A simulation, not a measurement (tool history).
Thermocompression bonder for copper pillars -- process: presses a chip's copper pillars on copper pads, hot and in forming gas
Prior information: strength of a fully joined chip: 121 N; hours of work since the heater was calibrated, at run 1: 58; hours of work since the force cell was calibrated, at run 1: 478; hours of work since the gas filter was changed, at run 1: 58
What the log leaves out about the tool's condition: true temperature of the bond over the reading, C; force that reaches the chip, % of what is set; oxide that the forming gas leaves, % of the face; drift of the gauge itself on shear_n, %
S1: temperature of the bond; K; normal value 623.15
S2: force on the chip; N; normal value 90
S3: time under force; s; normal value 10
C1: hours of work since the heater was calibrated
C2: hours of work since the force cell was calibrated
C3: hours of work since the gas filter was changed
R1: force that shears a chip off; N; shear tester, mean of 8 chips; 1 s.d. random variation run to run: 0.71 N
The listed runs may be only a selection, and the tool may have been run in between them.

run	day	S1	S2	S3	C1	C2	C3	R1
1	0	623.15	90	10	58	478	58	47.1
2	0.562	623.15	90	14	68	487	68	52.1
3	1.312	623.15	90	10	80	500	80	46
4	1.992	623.15	90	10	91	511	91	45.8
5	2.879	623.15	90	10	106	525	106	46.7
6	3.771	629.15	90	10	120	540	120	48.1
7	4.462	629.15	90	10	132	551	132	48.2
8	5.292	623.15	90	10	145	565	145	45.3
9	6.188	623.15	90	10	160	580	160	44.7
10	6.688	623.15	90	10	168	588	168	44.4
11	7.704	623.15	90	10	185	604	185	45.2
12	8.512	623.15	90	10	198	618	198	43.9
13	9.212	623.15	90	10	209	629	209	44.9
14	10	623.15	90	10	222	642	222	44.2
15	10.721	623.15	72	10	234	654	234	34.5
16	11.171	623.15	90	10	242	661	242	44.8
17	12.033	623.15	90	10	256	675	256	42.9
18	12.608	623.15	90	10	265	685	265	43.3
# day 12.758: force cell calibrated
19	13.217	623.15	90	10	274	7	274	41.9
20	13.821	623.15	90	10	284	17	284	42.2
21	14.283	623.15	99	30	292	25	292	66.8
22	15.025	606.15	71	5	304	37	304	21
23	15.983	606.15	70	5	320	53	320	19.6
24	16.988	606.15	70	5	336	69	336	21.1
25	17.533	608.15	66	5	345	78	345	20.1
# day 18.288: force cell calibrated, once more
26	18.629	614.15	60	10	362	6	362	28
27	19.154	614.15	60	10	371	14	371	25.8
28	19.808	614.15	60	27	381	25	381	41.1
# day 20.067: forming gas filter changed
29	20.279	614.15	60	27	389	32	3	43
30	21.112	614.15	60	27	402	46	17	42.9
31	22.192	614.15	60	27	420	64	35	43.4
32	23.242	614.15	60	27	437	81	52	42.1
33	24.05	614.15	60	27	451	94	65	41
34	24.575	639.15	126	6	459	103	74	58.1
35	25.246	639.15	126	6	470	114	85	57.6
36	26.129	624.15	126	23	485	128	99	77.9
37	27	623.15	73	10	499	143	114	36.1
38	27.45	623.15	103	10	506	150	121	49.8
39	28.404	623.15	103	10	522	166	137	50.4

Here are 4 independent what-if runs from the current tool condition. What would each one return?
A	29.054	603.15	114	11	533	176	147	?
B	29.054	609.15	103	12	533	176	147	?
C	29.054	623.15	90	6	533	176	147	?
D	29.054	630.15	69	8	533	176	147	?

run	R1
A	46.7
B	47.5
C	36.2
D	32.3
Without the tool's hidden state the same runs would have given:
run	R1
A	53.5
B	54.2
C	41.4
D	37.3

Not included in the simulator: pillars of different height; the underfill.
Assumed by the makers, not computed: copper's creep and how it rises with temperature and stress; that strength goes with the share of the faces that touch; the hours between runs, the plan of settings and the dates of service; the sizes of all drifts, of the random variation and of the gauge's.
